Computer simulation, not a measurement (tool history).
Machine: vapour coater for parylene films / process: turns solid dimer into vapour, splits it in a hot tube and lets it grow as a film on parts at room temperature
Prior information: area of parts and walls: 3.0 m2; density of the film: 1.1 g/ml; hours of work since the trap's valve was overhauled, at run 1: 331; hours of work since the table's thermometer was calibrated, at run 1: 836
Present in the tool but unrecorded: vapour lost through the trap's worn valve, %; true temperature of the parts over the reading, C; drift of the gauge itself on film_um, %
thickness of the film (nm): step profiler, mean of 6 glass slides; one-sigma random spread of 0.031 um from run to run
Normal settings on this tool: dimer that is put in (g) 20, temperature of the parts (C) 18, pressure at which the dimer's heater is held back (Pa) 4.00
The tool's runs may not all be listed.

run   hour  dimer that is put in (g)  temperature of the parts (C)  pressure at which the dimer's heater is held back (Pa)  hours of work since the trap's valve was overhauled  hours of work since the table's thermometer was calibrated  thickness of the film (nm)
  1    0.0                        20                            18                                                    4.00                                                  331                                                         836                        2710
  2   42.8                        20                            15                                                    4.00                                                  357                                                         863                        3120
  3   77.1                        25                            18                                                    4.00                                                  378                                                         884                        3350
  4  101.3                        25                            18                                                    4.00                                                  393                                                         899                        3300
  5  121.1                        25                            18                                                    4.00                                                  405                                                         911                        3380
  6  139.1                        25                            18                                                    4.00                                                  416                                                         922                        3370
  7  178.5                        25                            18                                                    4.00                                                  440                                                         946                        3320
  8  220.2                        25                            18                                                    4.00                                                  466                                                         972                        3320
  9  238.9                        25                            18                                                    4.00                                                  478                                                         983                        3260
 10  280.0                        20                            18                                                   11.99                                                  503                                                        1009                        2040
 11  308.2                        20                            19                                                   11.99                                                  520                                                        1026                        1870
 12  336.0                        20                            16                                                    2.50                                                  537                                                        1043                        3230
     340.1  -- table's thermometer calibrated
 13  358.8                        18                            18                                                    7.88                                                  551                                                          12                        1930
 14  383.1                        24                            25                                                    2.02                                                  566                                                          26                        2560
 15  410.5                        11                            25                                                    2.02                                                  583                                                          43                        1170
 16  433.5                        20                            14                                                    3.43                                                  597                                                          58                        3230
 17  457.3                         9                            20                                                    9.71                                                  612                                                          72                         820
 18  475.0                         9                            20                                                    9.71                                                  622                                                          83                         800
 19  493.7                        20                            17                                                    5.54                                                  634                                                          95                        2440
 20  517.1                        20                            17                                                    5.54                                                  648                                                         109                        2430
 21  556.5                        23                            26                                                    2.24                                                  673                                                         133                        2190
     560.3  -- table's thermometer calibrated, once more
     592.9  -- trap's valve overhauled
 22  594.7                        23                            26                                                    2.24                                                    1                                                          19                        2660

Here are 3 independent what-if runs from the current tool condition. What would each one return?
  A  633.5                        32                            18                                                    4.00                                                   25                                                          43                           ?
  B  633.5                        20                            18                                                    4.46                                                   25                                                          43                           ?
  C  633.5                        23                            17                                                    2.24                                                   25                                                          43                           ?

run  thickness of the film (nm)
  A                        4700
  B                        2840
  C                        4030
Had the tool no hidden state, the same runs would have come out as:
run  thickness of the film (nm)
  A                        4760
  B                        2870
  C                        4080
